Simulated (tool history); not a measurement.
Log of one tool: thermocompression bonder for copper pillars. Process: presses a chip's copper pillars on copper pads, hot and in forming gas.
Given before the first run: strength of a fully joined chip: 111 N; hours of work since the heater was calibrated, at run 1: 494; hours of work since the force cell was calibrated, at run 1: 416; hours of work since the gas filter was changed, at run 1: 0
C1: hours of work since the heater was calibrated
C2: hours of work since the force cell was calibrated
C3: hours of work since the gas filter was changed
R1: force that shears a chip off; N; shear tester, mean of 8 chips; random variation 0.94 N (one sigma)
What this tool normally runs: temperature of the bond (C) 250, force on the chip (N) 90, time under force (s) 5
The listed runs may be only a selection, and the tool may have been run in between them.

Run 1, day 0.000: usual settings; C1 494; C2 416; C3 0. Result: R1 74.3 N.
Run 2, day 1.838: usual settings; C1 528; C2 450; C3 34. Result: R1 72.8 N.
Run 3, day 4.596: usual settings; C1 579; C2 501; C3 85. Result: R1 72.4 N.
Run 4, day 6.467: usual settings; C1 614; C2 536; C3 120. Result: R1 72.4 N.
Run 5, day 8.079: usual settings; C1 644; C2 565; C3 149. Result: R1 72.3 N.
Run 6, day 9.854: usual settings; C1 676; C2 598; C3 182. Result: R1 71.0 N.
Run 7, day 12.979: usual settings but temperature of the bond (C) 257; C1 734; C2 656; C3 240. Result: R1 79.1 N.
At day 14.575: forming gas filter changed.
Run 8, day 15.404: usual settings but temperature of the bond (C) 242; C1 779; C2 700; C3 15. Result: R1 63.7 N.
Run 9, day 17.362: usual settings; C1 815; C2 737; C3 51. Result: R1 71.2 N.
Run 10, day 18.929: usual settings; C1 844; C2 766; C3 80. Result: R1 71.8 N.
At day 21.108: force cell calibrated.
Run 11, day 21.200: usual settings; C1 885; C2 2; C3 121. Result: R1 65.5 N.
Run 12, day 22.488: usual settings; C1 908; C2 25; C3 145. Result: R1 66.3 N.
Run 13, day 25.221: usual settings but force on the chip (N) 73; C1 959; C2 76; C3 195. Result: R1 54.5 N.
At day 26.233: force cell calibrated, once more.
Run 14, day 28.054: usual settings but temperature of the bond (C) 225; C1 1010; C2 34; C3 247. Result: R1 51.1 N.
At day 29.296: forming gas filter changed.
Run 15, day 30.425: usual settings but temperature of the bond (C) 225, time under force (s) 9; C1 1053; C2 77; C3 21. Result: R1 63.2 N.
Run 16, day 32.942: usual settings but force on the chip (N) 77, time under force (s) 11; C1 1100; C2 124; C3 67. Result: R1 80.9 N.
Run 17, day 36.042: usual settings but temperature of the bond (C) 274, force on the chip (N) 61, time under force (s) 11; C1 1157; C2 181; C3 125. Result: R1 88.8 N.
Run 18, day 38.783: usual settings but force on the chip (N) 66; C1 1208; C2 231; C3 175. Result: R1 56.2 N.

Forecast run 19:
Run 19, day 41.296: usual settings but time under force (s) 3; C1 1254; C2 278; C3 222. Result: R1 ?.

Run 19 came out at R1 60.8 N.
With no hidden state in the tool, this same run would have given R1 68.5 N.
